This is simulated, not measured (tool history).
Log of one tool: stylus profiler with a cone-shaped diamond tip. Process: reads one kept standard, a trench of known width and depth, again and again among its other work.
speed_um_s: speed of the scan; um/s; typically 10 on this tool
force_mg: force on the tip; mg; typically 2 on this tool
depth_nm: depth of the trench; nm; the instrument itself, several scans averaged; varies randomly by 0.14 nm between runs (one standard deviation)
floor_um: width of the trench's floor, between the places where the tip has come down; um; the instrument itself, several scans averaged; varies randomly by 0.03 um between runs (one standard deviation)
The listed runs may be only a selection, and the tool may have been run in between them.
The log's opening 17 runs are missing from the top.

Run 18, day 35.767: usual settings. Result: depth_nm 504.24 nm, floor_um 43.97 um.
Run 19, day 37.046: usual settings. Result: depth_nm 504.31 nm, floor_um 43.97 um.
Run 20, day 39.388: usual settings but speed_um_s 5 um/s. Result: depth_nm 504.05 nm, floor_um 43.9 um.
Run 21, day 40.838: usual settings but speed_um_s 5 um/s. Result: depth_nm 503.99 nm, floor_um 43.78 um.
Run 22, day 43.083: usual settings but speed_um_s 5 um/s, force_mg 3.8 mg. Result: depth_nm 506.88 nm, floor_um 43.75 um.
Run 23, day 44.725: usual settings but speed_um_s 8 um/s, force_mg 0.77 mg. Result: depth_nm 501.08 nm, floor_um 43.66 um.
At day 44.996: height scale calibrated on a step standard.
Run 24, day 46.667: usual settings but speed_um_s 8 um/s, force_mg 0.77 mg. Result: depth_nm 500.13 nm, floor_um 43.53 um.
Run 25, day 48.054: usual settings but force_mg 3.75 mg. Result: depth_nm 505.9 nm, floor_um 43.54 um.
At day 49.358: height scale calibrated on a step standard, once more.
Run 26, day 49.608: usual settings but force_mg 3.75 mg. Result: depth_nm 508.55 nm, floor_um 43.46 um.
Run 27, day 52.158: usual settings but speed_um_s 31 um/s, force_mg 1.72 mg. Result: depth_nm 504.91 nm, floor_um 43.21 um.
Run 28, day 54.729: usual settings but speed_um_s 31 um/s, force_mg 1.72 mg. Result: depth_nm 504.88 nm, floor_um 43.16 um.
Run 29, day 57.321: usual settings but speed_um_s 3 um/s. Result: depth_nm 505.28 nm, floor_um 43.24 um.
Run 30, day 58.758: usual settings but speed_um_s 13 um/s, force_mg 2.6 mg. Result: depth_nm 506.58 nm, floor_um 43.18 um.
Run 31, day 59.929: usual settings but speed_um_s 24 um/s, force_mg 1.18 mg. Result: depth_nm 503.65 nm, floor_um 43.01 um.
Run 32, day 62.192: usual settings but speed_um_s 4 um/s, force_mg 1.18 mg. Result: depth_nm 503.6 nm, floor_um 43.06 um.
Run 33, day 64.475: usual settings but speed_um_s 4 um/s, force_mg 1.18 mg. Result: depth_nm 503.35 nm, floor_um 43.02 um.
Run 34, day 66.075: usual settings but speed_um_s 8 um/s, force_mg 5.57 mg. Result: depth_nm 510.73 nm, floor_um 42.95 um.
Run 35, day 67.396: usual settings but speed_um_s 8 um/s, force_mg 5.57 mg. Result: depth_nm 510.76 nm, floor_um 42.91 um.
Run 36, day 68.85: usual settings but speed_um_s 17 um/s, force_mg 3.83 mg. Result: depth_nm 507.76 nm, floor_um 42.79 um.
Run 37, day 71.488: usual settings but speed_um_s 26 um/s, force_mg 1.63 mg. Result: depth_nm 504.03 nm, floor_um 42.62 um.
Run 38, day 74.233: usual settings but speed_um_s 4 um/s, force_mg 2.14 mg. Result: depth_nm 504.93 nm, floor_um 42.7 um.
Run 39, day 76.017: usual settings but force_mg 0.81 mg. Result: depth_nm 502.13 nm, floor_um 42.6 um.
Run 40, day 78.283: usual settings but speed_um_s 23 um/s, force_mg 0.81 mg. Result: depth_nm 502.06 nm, floor_um 42.38 um.
Run 41, day 79.779: usual settings but speed_um_s 23 um/s, force_mg 0.81 mg. Result: depth_nm 501.9 nm, floor_um 42.36 um.

Forecast each of these 4 alternatives for the next run:
Run A, day 82.446: usual settings but speed_um_s 8 um/s, force_mg 2.06 mg. Result: depth_nm ?, floor_um ?.
Run B, day 82.446: usual settings but speed_um_s 6 um/s. Result: depth_nm ?, floor_um ?.
Run C, day 82.446: usual settings but speed_um_s 2 um/s, force_mg 3.59 mg. Result: depth_nm ?, floor_um ?.
Run D, day 82.446: usual settings but speed_um_s 4 um/s, force_mg 2.33 mg. Result: depth_nm ?, floor_um ?.

run  depth_nm  floor_um
  A    504.17      42.4
  B    504.54     42.41
  C    507.11     42.52
  D    504.98     42.44
Without the tool's hidden state the same runs would have given:
run  depth_nm  floor_um
  A    505.61     45.57
  B    505.98     45.58
  C    508.55     45.69
  D    506.42     45.61

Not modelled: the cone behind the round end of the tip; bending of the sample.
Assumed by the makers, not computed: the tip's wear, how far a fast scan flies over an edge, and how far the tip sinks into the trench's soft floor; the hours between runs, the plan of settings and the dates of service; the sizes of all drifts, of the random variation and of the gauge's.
